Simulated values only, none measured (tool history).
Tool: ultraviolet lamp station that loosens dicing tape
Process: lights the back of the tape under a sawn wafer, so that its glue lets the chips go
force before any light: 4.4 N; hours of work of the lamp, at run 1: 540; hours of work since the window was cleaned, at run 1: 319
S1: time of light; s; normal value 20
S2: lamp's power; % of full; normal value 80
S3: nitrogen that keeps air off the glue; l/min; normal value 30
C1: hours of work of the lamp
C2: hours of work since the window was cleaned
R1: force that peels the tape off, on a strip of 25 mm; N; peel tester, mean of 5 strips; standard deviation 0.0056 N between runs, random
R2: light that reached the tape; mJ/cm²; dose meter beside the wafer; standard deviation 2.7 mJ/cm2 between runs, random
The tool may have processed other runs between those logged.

Run 1, hour 0.0: usual settings; C1 540; C2 319. Result: R1 0.133 N, R2 351 mJ/cm².
Run 2, hour 38.2: usual settings; C1 566; C2 345. Result: R1 0.129 N, R2 351 mJ/cm².
Run 3, hour 64.1: usual settings; C1 584; C2 363. Result: R1 0.124 N, R2 351 mJ/cm².
Run 4, hour 89.9: usual settings; C1 602; C2 380. Result: R1 0.132 N, R2 349 mJ/cm².
At hour 110.6: window cleaned of glue's vapour.
Run 5, hour 125.9: usual settings; C1 626; C2 10. Result: R1 0.121 N, R2 347 mJ/cm².
Run 6, hour 167.2: usual settings but S1 34 s; C1 654; C2 39. Result: R1 0.071 N, R2 595 mJ/cm².
Run 7, hour 199.9: usual settings but S1 34 s; C1 676; C2 61. Result: R1 0.074 N, R2 591 mJ/cm².
Run 8, hour 231.2: usual settings but S1 34 s; C1 698; C2 82. Result: R1 0.084 N, R2 600 mJ/cm².
At hour 249.4: lamp changed.
Run 9, hour 258.2: usual settings but S1 34 s; C1 6; C2 100. Result: R1 0.066 N, R2 608 mJ/cm².
Run 10, hour 305.9: usual settings; C1 39; C2 133. Result: R1 0.141 N, R2 350 mJ/cm².
Run 11, hour 356.8: usual settings; C1 73; C2 168. Result: R1 0.128 N, R2 354 mJ/cm².
Run 12, hour 394.8: usual settings; C1 99; C2 194. Result: R1 0.122 N, R2 350 mJ/cm².
Run 13, hour 419.8: usual settings; C1 116; C2 211. Result: R1 0.130 N, R2 352 mJ/cm².
Run 14, hour 462.6: usual settings; C1 146; C2 240. Result: R1 0.126 N, R2 348 mJ/cm².
Run 15, hour 488.1: usual settings; C1 163; C2 257. Result: R1 0.118 N, R2 354 mJ/cm².
Run 16, hour 524.6: usual settings; C1 188; C2 282. Result: R1 0.118 N, R2 349 mJ/cm².
Run 17, hour 551.2: usual settings; C1 206; C2 300. Result: R1 0.131 N, R2 348 mJ/cm².
Run 18, hour 588.2: usual settings; C1 231; C2 326. Result: R1 0.124 N, R2 352 mJ/cm².
Run 19, hour 623.5: usual settings; C1 256; C2 350. Result: R1 0.135 N, R2 352 mJ/cm².
Run 20, hour 647.6: usual settings; C1 272; C2 366. Result: R1 0.125 N, R2 352 mJ/cm².
Run 21, hour 672.3: usual settings; C1 289; C2 383. Result: R1 0.126 N, R2 354 mJ/cm².
At hour 688.3: window cleaned of glue's vapour.
Run 22, hour 703.0: usual settings but S3 11 l/min; C1 310; C2 10. Result: R1 0.326 N, R2 351 mJ/cm².
Run 23, hour 753.5: usual settings but S1 22 s, S3 11 l/min; C1 344; C2 45. Result: R1 0.268 N, R2 384 mJ/cm².
Run 24, hour 806.3: usual settings but S1 22 s, S3 11 l/min; C1 380; C2 81. Result: R1 0.266 N, R2 387 mJ/cm².
Run 25, hour 858.6: usual settings but S1 21 s, S2 65 % of full, S3 42 l/min; C1 416; C2 116. Result: R1 0.137 N, R2 297 mJ/cm².
Run 26, hour 886.8: usual settings but S1 21 s, S3 27 l/min; C1 435; C2 136. Result: R1 0.129 N, R2 369 mJ/cm².
Run 27, hour 928.5: usual settings but S2 67 % of full, S3 10 l/min; C1 464; C2 164. Result: R1 0.502 N, R2 296 mJ/cm².
Run 28, hour 978.4: usual settings but S1 10 s, S2 82 % of full, S3 23 l/min; C1 498; C2 198. Result: R1 0.665 N, R2 180 mJ/cm².
Run 29, hour 1011.5: usual settings but S1 10 s, S2 82 % of full, S3 23 l/min; C1 520; C2 221. Result: R1 0.701 N, R2 183 mJ/cm².
Run 30, hour 1066.2: usual settings but S1 10 s, S2 70 % of full, S3 23 l/min; C1 558; C2 258. Result: R1 0.870 N, R2 151 mJ/cm².
Run 31, hour 1118.0: usual settings but S1 10 s, S2 76 % of full, S3 11 l/min; C1 593; C2 294. Result: R1 1.192 N, R2 164 mJ/cm².
Run 32, hour 1161.0: usual settings but S1 11 s, S2 76 % of full, S3 15 l/min; C1 623; C2 323. Result: R1 0.867 N, R2 185 mJ/cm².
Run 33, hour 1189.2: usual settings but S1 33 s, S2 67 % of full, S3 13 l/min; C1 642; C2 342. Result: R1 0.127 N, R2 484 mJ/cm².
Run 34, hour 1240.2: usual settings but S1 33 s, S2 67 % of full, S3 13 l/min; C1 677; C2 377. Result: R1 0.132 N, R2 482 mJ/cm².
At hour 1265.3: window cleaned of glue's vapour.
Run 35, hour 1265.6: usual settings but S2 91 % of full; C1 694; C2 0. Result: R1 0.097 N, R2 395 mJ/cm².
Run 36, hour 1288.4: usual settings but S2 91 % of full; C1 709; C2 16. Result: R1 0.104 N, R2 394 mJ/cm².
At hour 1292.6: lamp changed.
Run 37, hour 1314.7: usual settings but S3 15 l/min; C1 15; C2 33. Result: R1 0.237 N, R2 354 mJ/cm².
Run 38, hour 1349.2: usual settings but S3 15 l/min; C1 39; C2 57. Result: R1 0.240 N, R2 355 mJ/cm².
Run 39, hour 1387.2: usual settings but S3 15 l/min; C1 65; C2 83. Result: R1 0.245 N, R2 356 mJ/cm².
Run 40, hour 1431.3: usual settings but S2 79 % of full; C1 95; C2 113. Result: R1 0.127 N, R2 345 mJ/cm².
Run 41, hour 1472.3: usual settings but S1 27 s; C1 123; C2 141. Result: R1 0.084 N, R2 473 mJ/cm².
Run 42, hour 1495.2: usual settings but S1 27 s; C1 138; C2 156. Result: R1 0.089 N, R2 472 mJ/cm².
Run 43, hour 1519.5: usual settings but S1 15 s, S3 11 l/min; C1 155; C2 173. Result: R1 0.579 N, R2 260 mJ/cm².

A few steps of R1 between consecutive runs. Split each: what settings, incoming material and random variation would produce without the hidden state, and what is left over for the hidden state, along with gauge scatter present in only one of the two compared results (measured, and without hidden state):
Hidden conditions of the tool in this case: lamp's light, % of a new lamp's; light that the window lets through, % of a clean one's; drift of the gauge itself on peel_n, %; drift of the gauge itself on dose_mj_cm2, %.
Run 26 -> 27: S1 21 -> 20, S2 80 -> 67, S3 27 -> 10. R1 +0.373 N: hidden state +0.003, all else +0.370.
Run 29 -> 30: S2 82 -> 70. R1 +0.169 N: hidden state +0.002, all else +0.167.
Run 32 -> 33: S1 11 -> 33, S2 76 -> 67, S3 15 -> 13. R1 -0.740 N: hidden state -0.008, all else -0.732.
Run 42 -> 43: S1 27 -> 15, S3 30 -> 11. R1 +0.490 N: hidden state +0.002, all else +0.488.

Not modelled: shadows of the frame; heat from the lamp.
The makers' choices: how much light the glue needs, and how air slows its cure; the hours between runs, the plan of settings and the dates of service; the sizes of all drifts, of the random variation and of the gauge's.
